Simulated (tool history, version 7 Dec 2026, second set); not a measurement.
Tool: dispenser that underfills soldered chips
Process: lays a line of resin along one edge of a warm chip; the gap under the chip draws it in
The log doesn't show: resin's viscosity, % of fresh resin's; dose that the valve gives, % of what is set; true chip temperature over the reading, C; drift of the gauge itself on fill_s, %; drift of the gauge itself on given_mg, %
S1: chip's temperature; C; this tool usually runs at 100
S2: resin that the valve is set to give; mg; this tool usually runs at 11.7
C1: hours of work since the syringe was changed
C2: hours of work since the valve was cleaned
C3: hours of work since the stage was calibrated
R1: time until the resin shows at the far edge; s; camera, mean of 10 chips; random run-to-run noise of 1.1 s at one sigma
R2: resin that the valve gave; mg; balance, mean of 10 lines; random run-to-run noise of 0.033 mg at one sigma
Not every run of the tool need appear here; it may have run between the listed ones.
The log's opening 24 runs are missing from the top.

| run | hour | S1 | S2 | C1 | C2 | C3 | R1 | R2 |
|---|---|---|---|---|---|---|---|---|
|  | 153.1 | new syringe of resin |
| 25 | 155.9 | 88 | 11.2 | 2 | 29 | 274 | 193.3 | 10.95 |
| 26 | 163.3 | 108 | 12.4 | 7 | 35 | 280 | 135.4 | 12.09 |
|  | 164.6 | new syringe of resin |
| 27 | 170.2 | 108 | 12.1 | 4 | 39 | 284 | 101.8 | 11.78 |
| 28 | 174.3 | 112 | 11 | 7 | 42 | 287 | 114.7 | 10.67 |
|  | 175.8 | new syringe of resin |
| 29 | 183.2 | 86 | 13 | 5 | 49 | 294 | 268.5 | 12.56 |
|  | 187.5 | new syringe of resin |
| 30 | 191.3 | 97 | 10.6 | 3 | 54 | 299 | 148.4 | 10.22 |
| 31 | 194.9 | 91 | 13.8 | 5 | 57 | 302 | 223.7 | 13.26 |
|  | 199.1 | new syringe of resin |
| 32 | 199.1 | 91 | 13.8 | 0 | 60 | 305 | 141.4 | 13.19 |
| 33 | 203.1 | 107 | 14.4 | 3 | 63 | 308 | 95.9 | 13.81 |
|  | 209.2 | dispensing valve cleaned and set on the balance |
|  | 211.5 | new syringe of resin |
| 34 | 212.8 | 102 | 14.8 | 1 | 2 | 314 | 96.8 | 14.8 |
| 35 | 221 | 102 | 14.8 | 7 | 8 | 320 | 162.3 | 14.75 |

Alternative continuations, all from the tool just after run 35; predict every row:
|  | 223.2 | new syringe of resin |
| A | 228.1 | 106 | 11.7 | 4 | 13 | 325 | ? | ? |
|  | 223.2 | new syringe of resin |
| B | 228.1 | 100 | 14.9 | 4 | 13 | 325 | ? | ? |
|  | 223.2 | new syringe of resin |
| C | 228.1 | 85 | 11.7 | 4 | 13 | 325 | ? | ? |

| run | R1 | R2 |
|---|---|---|
| A | 106.7 | 11.59 |
| B | 130.4 | 14.77 |
| C | 247.5 | 11.58 |
Stripped of hidden state, with their random variation kept, the same runs would have yielded:
| run | R1 | R2 |
|---|---|---|
| A | 82.2 | 11.68 |
| B | 100.7 | 14.88 |
| C | 191.7 | 11.66 |
